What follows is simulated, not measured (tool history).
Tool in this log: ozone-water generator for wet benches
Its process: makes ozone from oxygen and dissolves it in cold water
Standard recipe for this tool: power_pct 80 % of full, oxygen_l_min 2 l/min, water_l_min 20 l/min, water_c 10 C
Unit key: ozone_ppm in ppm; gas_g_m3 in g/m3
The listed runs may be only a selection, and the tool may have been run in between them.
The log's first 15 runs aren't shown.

run 16 hour=694.5 | power_pct=80 oxygen_l_min=2 water_l_min=19 water_c=10 | ozone_ppm=9 gas_g_m3=173.5
run 17 hour=747 | power_pct=91 oxygen_l_min=1.06 water_l_min=18 water_c=13 | ozone_ppm=8.7 gas_g_m3=281
run 18 hour=800.4 | power_pct=91 oxygen_l_min=1.06 water_l_min=18 water_c=13 | ozone_ppm=9.1 gas_g_m3=283.3
run 19 hour=861.7 | power_pct=80 oxygen_l_min=1.75 water_l_min=20 water_c=10 | ozone_ppm=8.5 gas_g_m3=189
run 20 hour=913.1 | power_pct=80 oxygen_l_min=2 water_l_min=20 water_c=11 | ozone_ppm=8.5 gas_g_m3=175.7
run 21 hour=952.4 | power_pct=80 oxygen_l_min=2 water_l_min=20 water_c=11 | ozone_ppm=8.8 gas_g_m3=174.5
run 22 hour=981.2 | power_pct=80 oxygen_l_min=2 water_l_min=24 water_c=8 | ozone_ppm=7.1 gas_g_m3=172.4
run 23 hour=1015.7 | power_pct=80 oxygen_l_min=2 water_l_min=24 water_c=8 | ozone_ppm=7.1 gas_g_m3=173.7
run 24 hour=1078.9 | power_pct=80 oxygen_l_min=2 water_l_min=24 water_c=8 | ozone_ppm=7.2 gas_g_m3=173.6
run 25 hour=1135.4 | power_pct=80 oxygen_l_min=2 water_l_min=24 water_c=8 | ozone_ppm=7.1 gas_g_m3=173.1
run 26 hour=1175.1 | power_pct=86 oxygen_l_min=2.51 water_l_min=17 water_c=15 | ozone_ppm=10.6 gas_g_m3=159.5
run 27 hour=1222.6 | power_pct=86 oxygen_l_min=2.51 water_l_min=17 water_c=15 | ozone_ppm=10.5 gas_g_m3=159.2
run 28 hour=1283 | power_pct=86 oxygen_l_min=2.51 water_l_min=17 water_c=15 | ozone_ppm=10.3 gas_g_m3=158.9
run 29 hour=1320.8 | power_pct=86 oxygen_l_min=2.51 water_l_min=17 water_c=15 | ozone_ppm=10.5 gas_g_m3=159.4
run 30 hour=1378.9 | power_pct=81 oxygen_l_min=1.86 water_l_min=21 water_c=7 | ozone_ppm=8.1 gas_g_m3=181.2
run 31 hour=1413.5 | power_pct=81 oxygen_l_min=1.86 water_l_min=21 water_c=7 | ozone_ppm=8.2 gas_g_m3=184.1
run 32 hour=1459.1 | power_pct=42 oxygen_l_min=2.72 water_l_min=19 water_c=10 | ozone_ppm=5.8 gas_g_m3=90.9

5 options for the next run, each taken on its own from the tool as it stands now. Forecast them:
run A hour=1514.4 | power_pct=80 oxygen_l_min=2 water_l_min=20 water_c=9 | ozone_ppm=? gas_g_m3=?
run B hour=1514.4 | power_pct=80 oxygen_l_min=1.66 water_l_min=20 water_c=11 | ozone_ppm=? gas_g_m3=?
run C hour=1514.4 | power_pct=67 oxygen_l_min=2 water_l_min=21 water_c=10 | ozone_ppm=? gas_g_m3=?
run D hour=1514.4 | power_pct=72 oxygen_l_min=1.46 water_l_min=15 water_c=10 | ozone_ppm=? gas_g_m3=?
run E hour=1514.4 | power_pct=82 oxygen_l_min=2.49 water_l_min=32 water_c=10 | ozone_ppm=? gas_g_m3=?

run=A ozone_ppm=8.5 gas_g_m3=172.9
run=B ozone_ppm=8.3 gas_g_m3=194.1
run=C ozone_ppm=7 gas_g_m3=153.1
run=D ozone_ppm=10.1 gas_g_m3=194.1
run=E ozone_ppm=5.4 gas_g_m3=153.3
Without the tool's hidden state the same runs would have given:
run=A ozone_ppm=9.5 gas_g_m3=177.6
run=B ozone_ppm=9.3 gas_g_m3=199.4
run=C ozone_ppm=7.9 gas_g_m3=156.8
run=D ozone_ppm=11.2 gas_g_m3=199
run=E ozone_ppm=6.1 gas_g_m3=157.5
